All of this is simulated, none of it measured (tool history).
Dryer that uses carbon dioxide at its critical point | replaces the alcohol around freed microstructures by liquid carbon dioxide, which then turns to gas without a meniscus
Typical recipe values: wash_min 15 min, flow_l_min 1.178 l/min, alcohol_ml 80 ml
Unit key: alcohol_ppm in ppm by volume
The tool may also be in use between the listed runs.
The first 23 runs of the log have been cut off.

run   hour  wash_min  flow_l_min  alcohol_ml  alcohol_ppm
 24  325.9        10       1.910          80           96
 25  337.7        10       1.910          80           87
 26  347.6        11       0.900          41          667
 27  357.8        11       0.900          41          670
 28  376.7        11       0.900          41          701
 29  385.7        11       0.900          41          686
 30  397.2        14       1.030         102          384
 31  414.2        11       1.030          95          981
 32  427.9        11       1.630          61          115
 33  438.3        15       0.870          25          191
 34  458.4        18       1.178          24           65
 35  473.7        18       1.150          24           68
 36  487.9        15       1.530          80           60
 37  497.6        15       1.330          80           97
 38  512.3        19       0.720          61          367
 39  528.4        19       0.720          39          246
     530.3  -- inlet filter changed
 40  538.8        10       1.178          73          421
 41  550.8        10       1.178          73          431

Branching from run 41: 3 alternative next runs. What would each branch give?
  A  563.4        10       0.780          73            ?
  B  563.4        10       1.590          51            ?
  C  563.4        13       1.150          36            ?

run  alcohol_ppm
  A         1836
  B          112
  C          118
What these runs would have given with no unlogged condition in the tool:
run  alcohol_ppm
  A         1746
  B           56
  C           63
